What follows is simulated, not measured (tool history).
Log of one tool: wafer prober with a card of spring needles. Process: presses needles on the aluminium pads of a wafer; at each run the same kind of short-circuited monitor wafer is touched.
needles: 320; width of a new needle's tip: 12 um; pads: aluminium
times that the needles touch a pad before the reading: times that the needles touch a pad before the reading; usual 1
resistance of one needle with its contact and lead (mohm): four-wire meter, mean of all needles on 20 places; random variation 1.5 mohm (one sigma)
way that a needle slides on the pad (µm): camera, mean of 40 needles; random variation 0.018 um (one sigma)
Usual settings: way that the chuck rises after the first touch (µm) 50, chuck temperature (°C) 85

run,hour,way that the chuck rises after the first touch (µm),chuck temperature (°C),times that the needles touch a pad before the reading,resistance of one needle with its contact and lead (mohm),way that a needle slides on the pad (µm)
1,0.0,50,85,1,195,12.02
# hour 14.4: tips cleaned on abrasive film
2,15.6,50,85,1,330,12.01
3,25.8,50,31,1,313,12.05
# hour 32.7: tips cleaned on abrasive film
4,37.5,50,31,1,213,12.02
# hour 50.7: tips cleaned on abrasive film
5,53.5,50,31,1,201,12.01
# hour 64.3: tips cleaned on abrasive film, once more
6,71.0,50,85,1,238,11.97
# hour 82.7: tips cleaned on abrasive film
7,84.9,50,85,1,198,11.96
8,94.3,50,85,1,267,11.98
# hour 101.3: tips cleaned on abrasive film
9,107.5,64,85,1,198,15.34
10,116.0,64,85,1,229,15.35
# hour 119.7: tips cleaned on abrasive film
11,125.3,64,85,1,194,15.36
12,134.7,64,85,1,228,15.33
# hour 137.7: tips cleaned on abrasive film
13,147.6,64,85,1,216,15.33
# hour 156.8: tips cleaned on abrasive film
14,159.3,64,85,1,174,15.28
15,174.5,64,85,1,236,15.28
# hour 175.7: tips cleaned on abrasive film
16,187.9,35,95,1,389,8.32
# hour 193.7: tips cleaned on abrasive film
17,201.2,47,37,3,181,11.17
# hour 212.5: tips cleaned on abrasive film
18,215.7,50,37,1,207,11.87
# hour 231.0: tips cleaned on abrasive film
19,233.5,50,37,1,198,11.85
20,242.2,51,28,1,269,12.09
# hour 250.5: tips cleaned on abrasive film
21,252.5,46,85,1,191,10.88
22,265.5,70,85,1,221,16.64
# hour 269.2: tips cleaned on abrasive film
23,275.8,70,85,1,191,16.63
24,283.8,68,114,3,176,16.18
# hour 287.1: tips cleaned on abrasive film
25,293.1,68,114,3,165,16.15
26,303.0,50,64,1,294,11.84
# hour 305.2: tips cleaned on abrasive film
27,311.6,53,26,2,191,12.54
# hour 324.3: tips cleaned on abrasive film
28,324.3,53,26,2,145,12.49
29,334.7,53,79,2,212,12.53
# hour 343.6: tips cleaned on abrasive film
30,346.4,53,79,2,178,12.51

4 ways to go on from here, each from the tool as it stands after run 30. What would each give?
A,357.6,69,85,1,?,?
B,357.6,53,33,2,?,?
C,357.6,37,33,2,?,?
D,357.6,31,113,2,?,?

run,resistance of one needle with its contact and lead (mohm),way that a needle slides on the pad (µm)
A,224,16.36
B,222,12.51
C,308,8.63
D,360,7.20
Without the tool's hidden state the same runs would have given:
run,resistance of one needle with its contact and lead (mohm),way that a needle slides on the pad (µm)
A,143,16.61
B,139,12.76
C,147,8.89
D,163,7.45
